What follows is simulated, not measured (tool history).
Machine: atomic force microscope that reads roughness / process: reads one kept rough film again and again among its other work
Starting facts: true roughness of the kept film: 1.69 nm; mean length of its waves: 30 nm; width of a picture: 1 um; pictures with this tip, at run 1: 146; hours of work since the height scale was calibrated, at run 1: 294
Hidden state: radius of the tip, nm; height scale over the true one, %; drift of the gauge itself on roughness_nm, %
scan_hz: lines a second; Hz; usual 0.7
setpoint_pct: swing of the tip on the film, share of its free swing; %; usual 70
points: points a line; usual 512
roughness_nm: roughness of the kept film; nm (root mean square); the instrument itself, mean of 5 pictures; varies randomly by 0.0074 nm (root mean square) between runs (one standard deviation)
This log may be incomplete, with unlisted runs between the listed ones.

run,hour,scan_hz,setpoint_pct,points,pictures with this tip,hours of work since the height scale was calibrated,roughness_nm
1,0,0.7,70,512,146,294,1.549
2,12.6,0.7,70,512,161,300,1.555
3,31.8,0.7,70,512,184,309,1.548
4,47.6,1.731,70,512,203,317,1.472
5,57,0.7,70,512,215,322,1.543
6,77.9,0.7,70,331,240,332,1.549
7,95.1,0.7,70,331,260,340,1.535
8,113.6,0.7,70,331,282,349,1.525
9,126.4,0.7,70,331,298,355,1.525
10,135.9,0.7,70,331,309,359,1.536
11,154.1,0.7,70,331,331,368,1.525
12,169.2,0.7,70,331,349,375,1.543
13,178.6,0.7,70,279,360,380,1.544
# hour 183.5: new tip fitted
14,192.8,0.7,70,279,11,386,1.537
15,211.1,0.7,70,279,33,395,1.526
16,219.9,0.7,70,279,43,399,1.53
17,240.8,0.7,70,279,68,409,1.525
18,251.6,0.7,70,512,81,415,1.542
19,271.6,0.7,70,512,105,424,1.548
20,285.4,0.7,58,512,122,431,1.551
21,295,0.7,80,512,133,435,1.505
22,308.9,0.7,80,512,150,442,1.512
23,318.4,0.7,80,512,161,447,1.498
24,335.4,0.7,80,512,182,455,1.505
25,355.6,0.7,80,512,206,464,1.503
26,365.4,0.7,70,512,218,469,1.534
27,386.4,0.7,72,512,243,479,1.528
28,401.5,0.7,72,512,261,486,1.534
29,417.2,3.311,72,432,280,494,1.336
30,427.2,3.145,56,966,292,499,1.495
31,445.9,3.125,56,966,314,508,1.495
32,463.7,2.935,68,467,335,516,1.401
33,485.5,0.7,87,611,361,527,1.471
# hour 488.9: new tip fitted
34,505,1.608,87,611,19,536,1.345
35,515,0.7,66,536,31,541,1.544
36,528.9,0.7,66,536,48,547,1.557
37,550,0.7,66,536,73,557,1.554
38,564.9,0.7,65,536,91,565,1.556
39,583,1.064,69,390,113,573,1.509
40,592.5,2.37,70,348,124,578,1.415
41,606.8,0.802,86,512,141,585,1.47
42,620.3,1.437,86,685,157,591,1.367
43,630.8,1.437,86,685,170,596,1.363
44,652.3,1.437,86,685,196,606,1.359
45,665.6,1.405,77,399,212,613,1.457
46,680.6,1.405,77,976,230,620,1.458
47,692.1,1.405,77,976,243,626,1.444
48,702.2,1.405,77,976,255,630,1.446
49,723.2,1.405,77,976,281,640,1.446
50,733.6,0.606,77,976,293,645,1.527
51,755.3,0.606,77,976,319,656,1.532
52,769,0.606,77,976,336,662,1.527
53,782.2,1.112,56,687,351,669,1.561

Take each entry between the runs: how does the hidden state at the last listed run before it differ from the hidden state at the first listed run after it?
Runs 13 to 14: new tip fitted (hour 183.5)
  radius of the tip, nm: 7.2 -> 7
Runs 33 to 34: new tip fitted (hour 488.9)
  radius of the tip, nm: 7.2 -> 7
